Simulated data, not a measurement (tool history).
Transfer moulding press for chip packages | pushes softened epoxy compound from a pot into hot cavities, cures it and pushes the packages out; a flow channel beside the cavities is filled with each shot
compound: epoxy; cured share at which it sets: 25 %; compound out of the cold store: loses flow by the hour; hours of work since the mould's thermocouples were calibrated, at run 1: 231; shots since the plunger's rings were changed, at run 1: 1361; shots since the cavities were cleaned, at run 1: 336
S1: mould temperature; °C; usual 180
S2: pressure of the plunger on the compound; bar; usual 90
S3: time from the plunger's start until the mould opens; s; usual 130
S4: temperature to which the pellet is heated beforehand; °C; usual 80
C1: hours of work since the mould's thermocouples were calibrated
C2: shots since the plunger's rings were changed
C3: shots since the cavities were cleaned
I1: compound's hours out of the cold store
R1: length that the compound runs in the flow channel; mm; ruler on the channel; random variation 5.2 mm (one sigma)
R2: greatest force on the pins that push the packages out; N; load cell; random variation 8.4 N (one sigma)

run 1 day=0 | S1=180 S2=90 S3=130 S4=80 | C1=231 C2=1361 C3=336 | I1=18.1 | R1=994 R2=533
-- day=1.388 cavities cleaned with cleaning compound and waxed
run 2 day=1.629 | S1=180 S2=90 S3=130 S4=80 | C1=259 C2=1786 C3=66 | I1=25.8 | R1=941 R2=409
run 3 day=2.908 | S1=180 S2=90 S3=159 S4=80 | C1=281 C2=2132 C3=412 | I1=14.6 | R1=996 R2=503
-- day=4.004 cavities cleaned with cleaning compound and waxed
run 4 day=4.038 | S1=180 S2=90 S3=159 S4=80 | C1=300 C2=2421 C3=9 | I1=25.5 | R1=929 R2=342
run 5 day=5.429 | S1=180 S2=90 S3=113 S4=80 | C1=324 C2=2798 C3=386 | I1=47.6 | R1=807 R2=606
-- day=6.617 cavities cleaned with cleaning compound and waxed
run 6 day=6.775 | S1=180 S2=90 S3=113 S4=80 | C1=347 C2=3144 C3=42 | I1=24.9 | R1=921 R2=466
-- day=8.117 plunger's sealing rings changed
run 7 day=8.754 | S1=180 S2=90 S3=113 S4=80 | C1=379 C2=173 C3=551 | I1=35.4 | R1=905 R2=668
-- day=9.158 mould's thermocouples calibrated
-- day=9.417 cavities cleaned with cleaning compound and waxed
run 8 day=10.2 | S1=177 S2=90 S3=130 S4=80 | C1=17 C2=524 C3=212 | I1=21.7 | R1=980 R2=524
-- day=12.033 cavities cleaned with cleaning compound and waxed
run 9 day=12.033 | S1=177 S2=90 S3=130 S4=80 | C1=48 C2=1004 C3=0 | I1=11.6 | R1=1035 R2=406
run 10 day=13.396 | S1=187 S2=90 S3=130 S4=80 | C1=72 C2=1373 C3=369 | I1=15.5 | R1=982 R2=466
-- day=14.629 cavities cleaned with cleaning compound and waxed
run 11 day=14.833 | S1=180 S2=92.5 S3=130 S4=80 | C1=96 C2=1745 C3=55 | I1=42.8 | R1=857 R2=392
run 12 day=15.962 | S1=180 S2=87.2 S3=130 S4=80 | C1=116 C2=2050 C3=360 | I1=32.6 | R1=886 R2=525
-- day=17.267 cavities cleaned with cleaning compound and waxed
run 13 day=17.333 | S1=180 S2=90 S3=130 S4=80 | C1=139 C2=2404 C3=18 | I1=32.7 | R1=886 R2=381
run 14 day=18.596 | S1=180 S2=90 S3=130 S4=80 | C1=161 C2=2747 C3=361 | I1=24 | R1=931 R2=529
run 15 day=19.533 | S1=180 S2=90 S3=130 S4=80 | C1=177 C2=3000 C3=614 | I1=13.2 | R1=987 R2=623
-- day=19.954 cavities cleaned with cleaning compound and waxed
run 16 day=20.792 | S1=180 S2=90 S3=130 S4=80 | C1=198 C2=3324 C3=226 | I1=26.5 | R1=897 R2=464
-- day=21.512 plunger's sealing rings changed
run 17 day=22.188 | S1=186 S2=87 S3=137 S4=80 | C1=221 C2=183 C3=576 | I1=41.3 | R1=837 R2=535
-- day=22.717 cavities cleaned with cleaning compound and waxed
run 18 day=23.204 | S1=175 S2=100.3 S3=157 S4=80 | C1=237 C2=441 C3=131 | I1=25.5 | R1=1033 R2=430
run 19 day=25 | S1=180 S2=90 S3=130 S4=85 | C1=269 C2=927 C3=617 | I1=46.8 | R1=840 R2=568
-- day=25.462 cavities cleaned with cleaning compound and waxed
run 20 day=26.758 | S1=180 S2=90 S3=130 S4=85 | C1=298 C2=1386 C3=350 | I1=47.3 | R1=834 R2=549
-- day=28.121 cavities cleaned with cleaning compound and waxed
run 21 day=28.6 | S1=180 S2=90 S3=130 S4=85 | C1=329 C2=1868 C3=129 | I1=42 | R1=854 R2=416

Run 22 comes next. What will it give?
run 22 day=29.533 | S1=180 S2=90 S3=151 S4=85 | C1=346 C2=2120 C3=381 | I1=27.8 | R1=? R2=?

R1: 928 mm
R2: 482 N
Without the tool's hidden state the same run would have given R1 967 mm, R2 326 N.

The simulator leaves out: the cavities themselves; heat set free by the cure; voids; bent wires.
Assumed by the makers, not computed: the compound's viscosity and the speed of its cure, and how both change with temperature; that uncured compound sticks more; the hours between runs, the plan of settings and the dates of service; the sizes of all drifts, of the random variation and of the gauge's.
